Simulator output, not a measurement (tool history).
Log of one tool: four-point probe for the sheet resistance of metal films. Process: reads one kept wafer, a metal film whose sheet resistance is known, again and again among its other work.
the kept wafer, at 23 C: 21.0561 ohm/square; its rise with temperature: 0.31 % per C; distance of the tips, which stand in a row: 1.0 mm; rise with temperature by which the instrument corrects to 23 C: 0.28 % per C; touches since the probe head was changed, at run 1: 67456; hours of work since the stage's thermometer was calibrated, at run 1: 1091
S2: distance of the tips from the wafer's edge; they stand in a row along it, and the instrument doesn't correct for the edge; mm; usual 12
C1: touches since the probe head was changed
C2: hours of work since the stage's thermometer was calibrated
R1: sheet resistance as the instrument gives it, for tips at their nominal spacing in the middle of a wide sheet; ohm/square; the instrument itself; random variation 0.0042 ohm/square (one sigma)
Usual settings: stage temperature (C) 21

{"run": 1, "hour": 0.0, "stage temperature (C)": 21, "S2": 12, "C1": 67456, "C2": 1091, "R1": 21.190001}
{"run": 2, "hour": 116.3, "stage temperature (C)": 21, "S2": 12, "C1": 71226, "C2": 1152, "R1": 21.206795}
{"run": 3, "hour": 230.5, "stage temperature (C)": 21, "S2": 12, "C1": 74929, "C2": 1212, "R1": 21.209052}
{"run": 4, "hour": 366.8, "stage temperature (C)": 21, "S2": 12, "C1": 79346, "C2": 1283, "R1": 21.206738}
{"hour": 393.6, "done": "stage's thermometer calibrated"}
{"hour": 465.0, "done": "new probe head fitted"}
{"run": 5, "hour": 470.9, "stage temperature (C)": 21, "S2": 12, "C1": 190, "C2": 40, "R1": 21.052312}
{"run": 6, "hour": 575.3, "stage temperature (C)": 24, "S2": 12, "C1": 3573, "C2": 95, "R1": 21.081724}
{"run": 7, "hour": 682.7, "stage temperature (C)": 24, "S2": 12, "C1": 7056, "C2": 151, "R1": 21.083224}
{"run": 8, "hour": 828.8, "stage temperature (C)": 23, "S2": 12, "C1": 11793, "C2": 228, "R1": 21.089304}
{"run": 9, "hour": 895.4, "stage temperature (C)": 23, "S2": 12, "C1": 13950, "C2": 263, "R1": 21.089762}
{"run": 10, "hour": 975.8, "stage temperature (C)": 23, "S2": 12, "C1": 16556, "C2": 305, "R1": 21.099236}
{"run": 11, "hour": 1118.8, "stage temperature (C)": 23, "S2": 12, "C1": 21193, "C2": 380, "R1": 21.103212}
{"run": 12, "hour": 1199.7, "stage temperature (C)": 19, "S2": 12, "C1": 23816, "C2": 422, "R1": 21.079002}
{"run": 13, "hour": 1298.4, "stage temperature (C)": 21, "S2": 12, "C1": 27015, "C2": 474, "R1": 21.09883}
{"run": 14, "hour": 1374.2, "stage temperature (C)": 21, "S2": 12, "C1": 29473, "C2": 513, "R1": 21.099227}
{"run": 15, "hour": 1442.3, "stage temperature (C)": 21, "S2": 25, "C1": 31678, "C2": 549, "R1": 21.044368}
{"run": 16, "hour": 1509.7, "stage temperature (C)": 21, "S2": 15, "C1": 33864, "C2": 585, "R1": 21.085716}
{"run": 17, "hour": 1590.6, "stage temperature (C)": 27, "S2": 11, "C1": 36488, "C2": 627, "R1": 21.178562}
{"run": 18, "hour": 1730.8, "stage temperature (C)": 27, "S2": 35, "C1": 41031, "C2": 700, "R1": 21.094188}
{"run": 19, "hour": 1871.7, "stage temperature (C)": 19, "S2": 15, "C1": 45599, "C2": 774, "R1": 21.088738}
{"run": 20, "hour": 1939.4, "stage temperature (C)": 19, "S2": 15, "C1": 47793, "C2": 810, "R1": 21.086759}
{"run": 21, "hour": 2063.3, "stage temperature (C)": 29, "S2": 5, "C1": 51810, "C2": 875, "R1": 21.574069}
{"run": 22, "hour": 2166.8, "stage temperature (C)": 22, "S2": 8, "C1": 55165, "C2": 929, "R1": 21.255758}
{"run": 23, "hour": 2307.8, "stage temperature (C)": 22, "S2": 8, "C1": 59735, "C2": 1003, "R1": 21.268213}
{"run": 24, "hour": 2402.4, "stage temperature (C)": 32, "S2": 16, "C1": 62800, "C2": 1052, "R1": 21.21112}
{"run": 25, "hour": 2541.9, "stage temperature (C)": 19, "S2": 5, "C1": 67324, "C2": 1126, "R1": 21.52449}
{"run": 26, "hour": 2634.7, "stage temperature (C)": 19, "S2": 5, "C1": 70331, "C2": 1174, "R1": 21.522362}
{"run": 27, "hour": 2748.8, "stage temperature (C)": 32, "S2": 34, "C1": 74030, "C2": 1234, "R1": 21.192198}
{"hour": 2872.1, "done": "stage's thermometer calibrated"}
{"run": 28, "hour": 2873.5, "stage temperature (C)": 32, "S2": 34, "C1": 78055, "C2": 1, "R1": 21.181654}

Forecast each of these 5 alternatives for the next run:
{"run": "A", "hour": 2976.5, "stage temperature (C)": 22, "S2": 61, "C1": 81395, "C2": 55, "R1": "?"}
{"run": "B", "hour": 2976.5, "stage temperature (C)": 33, "S2": 13, "C1": 81395, "C2": 55, "R1": "?"}
{"run": "C", "hour": 2976.5, "stage temperature (C)": 35, "S2": 34, "C1": 81395, "C2": 55, "R1": "?"}
{"run": "D", "hour": 2976.5, "stage temperature (C)": 28, "S2": 12, "C1": 81395, "C2": 55, "R1": "?"}
{"run": "E", "hour": 2976.5, "stage temperature (C)": 34, "S2": 19, "C1": 81395, "C2": 55, "R1": "?"}

run=A R1=21.103307
run=B R1=21.259178
run=C R1=21.216269
run=D R1=21.223438
run=E R1=21.229931
Without the tool's hidden state the same runs would have given:
run=A R1=21.047658
run=B R1=21.203093
run=C R1=21.160279
run=D R1=21.167467
run=E R1=21.173913
